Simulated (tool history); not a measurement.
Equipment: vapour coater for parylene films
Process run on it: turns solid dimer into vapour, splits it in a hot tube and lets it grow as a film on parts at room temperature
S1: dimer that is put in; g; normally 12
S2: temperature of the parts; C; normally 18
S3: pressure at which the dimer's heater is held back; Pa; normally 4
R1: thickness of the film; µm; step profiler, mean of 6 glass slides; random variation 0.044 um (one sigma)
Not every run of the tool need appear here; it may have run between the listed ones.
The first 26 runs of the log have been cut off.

| run | hour | S1 | S2 | S3 | R1 |
|---|---|---|---|---|---|
| 27 | 1419.5 | 6 | 19 | 4.35 | 2.71 |
| 28 | 1462.6 | 12 | 18 | 7.97 | 5.31 |
| 29 | 1502.1 | 6 | 10 | 4.16 | 3.61 |
| 30 | 1576.7 | 12 | 21 | 4 | 4.88 |
| 31 | 1612.9 | 13 | 13 | 3.72 | 6.89 |
| 32 | 1672.3 | 15 | 14 | 4 | 7.65 |
| 33 | 1704.7 | 15 | 14 | 4 | 7.61 |
| 34 | 1763.6 | 14 | 18 | 2.63 | 6.17 |
| 35 | 1818.6 | 10 | 12 | 3.09 | 5.34 |
|  | 1870.9 | trap's valve overhauled |
| 36 | 1900.5 | 12 | 18 | 3.04 | 5.84 |
| 37 | 1939.9 | 12 | 18 | 3.04 | 5.89 |
| 38 | 1984 | 13 | 10 | 3.04 | 8.28 |

Expected results for the next run?
| 39 | 2060.6 | 21 | 23 | 3.04 | ? |

R1: 8.34 µm
Were there no unlogged condition in the tool, this run, its random variation unchanged, would have produced R1 8.46 µm.

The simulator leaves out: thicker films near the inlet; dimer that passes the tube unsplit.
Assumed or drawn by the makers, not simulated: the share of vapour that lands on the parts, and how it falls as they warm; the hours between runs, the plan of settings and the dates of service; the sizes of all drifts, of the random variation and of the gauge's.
